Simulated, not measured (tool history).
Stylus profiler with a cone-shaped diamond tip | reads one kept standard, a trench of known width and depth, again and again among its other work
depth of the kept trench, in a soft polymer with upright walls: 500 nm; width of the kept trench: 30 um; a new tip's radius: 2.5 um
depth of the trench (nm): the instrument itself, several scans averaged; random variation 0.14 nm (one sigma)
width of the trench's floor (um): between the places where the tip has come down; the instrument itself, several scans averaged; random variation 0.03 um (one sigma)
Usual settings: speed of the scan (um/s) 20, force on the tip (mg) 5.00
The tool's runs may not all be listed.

run	day	speed of the scan (um/s)	force on the tip (mg)	depth of the trench (nm)	width of the trench's floor (um)
1	0.000	20	5.00	509.49	26.40
2	4.979	20	5.00	509.15	26.35
3	9.421	42	5.00	509.19	26.22
4	12.467	42	5.00	509.24	26.28
5	18.071	42	5.00	508.78	26.18
6	23.125	42	5.00	508.62	26.21
7	27.942	20	7.86	513.59	26.28
8	33.067	20	7.86	513.44	26.27
9	37.658	20	7.86	513.49	26.24
10	41.496	20	7.86	513.18	26.23
# day 42.950: height scale calibrated on a step standard
11	46.104	20	7.86	518.89	26.23
12	50.688	16	5.05	513.75	26.21
13	53.742	16	5.05	513.96	26.23
14	56.458	16	5.05	513.65	26.18
15	59.825	79	3.23	510.27	25.88
16	65.438	79	3.23	509.88	25.85
17	70.475	79	3.23	509.79	25.79
18	73.242	79	3.23	509.52	25.86

Forecast each of these 4 alternatives for the next run:
A	75.804	20	8.60	?	?
B	75.804	37	3.23	?	?
C	75.804	12	3.23	?	?
D	75.804	9	11.66	?	?

run	depth of the trench (nm)	width of the trench's floor (um)
A	519.45	26.14
B	509.34	26.06
C	509.73	26.19
D	523.73	26.15
Without the tool's hidden state the same runs would have given:
run	depth of the trench (nm)	width of the trench's floor (um)
A	520.22	26.93
B	510.09	26.85
C	510.48	26.98
D	524.50	26.94
